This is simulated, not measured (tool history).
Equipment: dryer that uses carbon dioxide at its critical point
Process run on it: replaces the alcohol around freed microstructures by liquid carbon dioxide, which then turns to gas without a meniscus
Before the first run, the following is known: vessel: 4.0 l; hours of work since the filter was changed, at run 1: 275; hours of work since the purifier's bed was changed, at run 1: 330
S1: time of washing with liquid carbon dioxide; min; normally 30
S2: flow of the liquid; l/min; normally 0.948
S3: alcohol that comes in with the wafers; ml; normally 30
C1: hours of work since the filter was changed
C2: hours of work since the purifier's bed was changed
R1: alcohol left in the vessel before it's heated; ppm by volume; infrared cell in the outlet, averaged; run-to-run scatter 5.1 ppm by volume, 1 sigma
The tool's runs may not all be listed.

{"run": 1, "hour": 0.0, "S1": 30, "S2": 0.948, "S3": 30, "C1": 275, "C2": 330, "R1": 125}
{"run": 2, "hour": 18.0, "S1": 30, "S2": 0.948, "S3": 30, "C1": 283, "C2": 338, "R1": 124}
{"run": 3, "hour": 37.0, "S1": 30, "S2": 0.948, "S3": 30, "C1": 292, "C2": 347, "R1": 125}
{"run": 4, "hour": 60.1, "S1": 33, "S2": 0.948, "S3": 30, "C1": 303, "C2": 358, "R1": 105}
{"run": 5, "hour": 77.7, "S1": 30, "S2": 0.948, "S3": 30, "C1": 311, "C2": 367, "R1": 128}
{"run": 6, "hour": 87.5, "S1": 30, "S2": 0.948, "S3": 30, "C1": 316, "C2": 371, "R1": 128}
{"run": 7, "hour": 110.8, "S1": 30, "S2": 0.948, "S3": 30, "C1": 327, "C2": 382, "R1": 128}
{"run": 8, "hour": 133.8, "S1": 30, "S2": 0.884, "S3": 110, "C1": 338, "C2": 393, "R1": 381}
{"run": 9, "hour": 144.2, "S1": 30, "S2": 0.884, "S3": 110, "C1": 342, "C2": 398, "R1": 370}
{"run": 10, "hour": 159.9, "S1": 25, "S2": 1.571, "S3": 66, "C1": 350, "C2": 405, "R1": 102}
{"run": 11, "hour": 175.1, "S1": 33, "S2": 0.672, "S3": 30, "C1": 357, "C2": 412, "R1": 242}
{"run": 12, "hour": 192.9, "S1": 27, "S2": 0.948, "S3": 56, "C1": 365, "C2": 421, "R1": 275}
{"run": 13, "hour": 210.8, "S1": 27, "S2": 0.629, "S3": 26, "C1": 374, "C2": 429, "R1": 431}
{"run": 14, "hour": 223.3, "S1": 19, "S2": 0.948, "S3": 29, "C1": 380, "C2": 435, "R1": 427}

Consider 3 possible next runs. They are alternatives, not a sequence: every one starts from the tool as it was left by run 14. What does each give?
{"run": "A", "hour": 246.7, "S1": 46, "S2": 0.707, "S3": 29, "C1": 391, "C2": 446, "R1": "?"}
{"run": "B", "hour": 246.7, "S1": 30, "S2": 0.948, "S3": 73, "C1": 391, "C2": 446, "R1": "?"}
{"run": "C", "hour": 246.7, "S1": 30, "S2": 1.553, "S3": 83, "C1": 391, "C2": 446, "R1": "?"}

run=A R1=114
run=B R1=224
run=C R1=107
Without the tool's hidden state the same runs would have given:
run=A R1=21
run=B R1=100
run=C R1=20

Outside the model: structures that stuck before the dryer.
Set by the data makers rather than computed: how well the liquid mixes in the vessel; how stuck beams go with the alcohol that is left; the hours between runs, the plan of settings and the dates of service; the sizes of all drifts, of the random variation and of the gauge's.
